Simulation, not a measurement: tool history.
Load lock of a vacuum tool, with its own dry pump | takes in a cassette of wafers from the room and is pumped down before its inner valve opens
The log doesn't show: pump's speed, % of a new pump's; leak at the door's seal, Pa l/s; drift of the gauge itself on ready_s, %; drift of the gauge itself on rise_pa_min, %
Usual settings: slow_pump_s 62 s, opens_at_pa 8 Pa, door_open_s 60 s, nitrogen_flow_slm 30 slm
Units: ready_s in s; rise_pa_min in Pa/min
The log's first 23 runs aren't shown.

run,day,slow_pump_s,opens_at_pa,door_open_s,nitrogen_flow_slm,hours that the pump has run since its overhaul,times that the door has closed on its seal,"incoming humidity of the room's air, %",ready_s,rise_pa_min
24,308.521,62,13,100,9,15082,17871,44.1,99.2,0.224
25,324.304,60,8,147,7,15461,19574,46.2,99,0.26
26,342.021,60,8,147,7,15886,21487,43.2,99.2,0.287
27,352.542,62,8,60,16,16138,22623,47.5,101.3,0.3
28,364.425,104,8,86,30,16424,23906,43.7,135.1,0.326
# day 372.212: door's seal changed, seat wiped
29,381.358,62,8,70,30,16828,988,45,101.9,0.019
30,401.092,62,8,70,30,17302,3118,44,100.8,0.032
31,414.45,53,8,91,30,17623,4560,45.8,94.6,0.045
32,432.7,53,8,58,30,18061,6530,46.7,93.5,0.061
33,443.454,36,8,200,12,18319,7692,45.4,79.3,0.087
34,459.129,36,8,200,12,18695,9383,48.1,81.1,0.117
35,468.454,36,8,45,12,18919,10390,46.9,79.7,0.104
36,479.358,62,8,209,30,19181,11567,42.8,102.4,0.116
37,497.792,121,8,37,12,19623,13557,43.8,151,0.145
38,514.654,121,8,37,12,20028,15378,44.2,150.4,0.175

Forecast each of these 3 alternatives for the next run:
A,523.792,62,15,112,20,20247,16364,45,?,?
B,523.792,57,8,157,4,20247,16364,45.7,?,?
C,523.792,36,8,37,12,20247,16364,45.3,?,?

run,ready_s,rise_pa_min
A,99.3,0.185
B,97.4,0.21
C,80.7,0.187
Without the tool's hidden state the same runs would have given:
run,ready_s,rise_pa_min
A,92.1,0.015
B,89.4,0.041
C,72,0.021
